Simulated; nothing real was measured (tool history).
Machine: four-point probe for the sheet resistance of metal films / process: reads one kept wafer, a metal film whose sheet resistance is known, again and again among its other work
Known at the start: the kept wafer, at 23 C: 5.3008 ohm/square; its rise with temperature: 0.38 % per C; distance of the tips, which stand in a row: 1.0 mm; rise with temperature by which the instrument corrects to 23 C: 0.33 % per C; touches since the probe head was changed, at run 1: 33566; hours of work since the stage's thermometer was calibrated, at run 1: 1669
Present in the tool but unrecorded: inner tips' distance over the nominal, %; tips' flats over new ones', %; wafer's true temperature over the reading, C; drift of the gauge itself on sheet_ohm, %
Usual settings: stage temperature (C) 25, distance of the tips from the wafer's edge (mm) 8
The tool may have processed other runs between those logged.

run,hour,stage temperature (C),distance of the tips from the wafer's edge (mm),touches since the probe head was changed,hours of work since the stage's thermometer was calibrated,sheet resistance as the instrument gives it (ohm/square)
1,0,25,8,33566,1669,5.351378
2,17.6,34,8,34039,1681,5.370147
3,39.1,34,8,34617,1694,5.370235
4,67.3,34,8,35374,1712,5.37025
5,81.1,25,8,35744,1721,5.347975
6,111.4,25,71,36558,1740,5.306991
7,131.3,25,69,37093,1753,5.30614
8,151.8,18,8,37643,1766,5.332432
9,174.1,18,8,38243,1780,5.332676
10,190.7,18,8,38689,1791,5.333474
11,217,25,7,39396,1808,5.363935
12,242.1,25,8,40071,1824,5.348359
13,263.8,25,8,40654,1837,5.347479
14,294.3,25,8,41472,1857,5.349328
15,309.8,25,8,41889,1867,5.347875
16,334.3,25,8,42546,1882,5.348965
17,355.1,25,36,43105,1896,5.307963
18,382.7,25,36,43848,1913,5.307651
# hour 405: stage's thermometer calibrated
19,412.5,20,36,44635,5,5.295716
20,438.3,20,36,45327,21,5.294353
21,464.7,25,8,46037,38,5.348693
22,494.3,25,8,46833,57,5.349029
23,508.9,25,8,47224,66,5.349983
24,536.9,25,8,47976,84,5.351254
25,566.7,25,8,48777,103,5.348371
26,581,25,8,49161,112,5.349373
27,600.5,21,8,49686,125,5.34071
28,624.4,22,6,50328,140,5.375795
29,638.8,20,56,50713,149,5.296008
30,666.6,35,6,51461,167,5.40687
31,690.6,35,6,52105,182,5.405893
32,717.2,25,19,52820,199,5.312859
33,744,25,19,53541,216,5.31234
34,776.2,33,8,54405,237,5.36747
35,798.3,33,8,54999,251,5.365672
36,817.4,23,7,55511,263,5.357179
37,836.2,32,11,56017,275,5.344917
38,859,20,13,56628,289,5.310287
39,878,20,13,57141,302,5.310438
40,906.8,21,34,57915,320,5.298231
41,928.4,35,4,58494,334,5.498738
42,948.5,35,4,59035,346,5.501329
43,980,19,16,59880,367,5.302647
44,1010.6,19,16,60701,386,5.304583
45,1031.1,28,4,61253,399,5.484108

Below are 4 alternative next runs, each starting from the tool's condition after run 45. Predict each:
A,1044.4,23,4,61609,408,?
B,1044.4,28,64,61609,408,?
C,1044.4,23,7,61609,408,?
D,1044.4,28,61,61609,408,?

run,sheet resistance as the instrument gives it (ohm/square)
A,5.474045
B,5.313194
C,5.359466
D,5.312192
The same runs, with their run-to-run variation unchanged, on a tool lacking any hidden condition would have given:
run,sheet resistance as the instrument gives it (ohm/square)
A,5.474137
B,5.313281
C,5.359556
D,5.312279
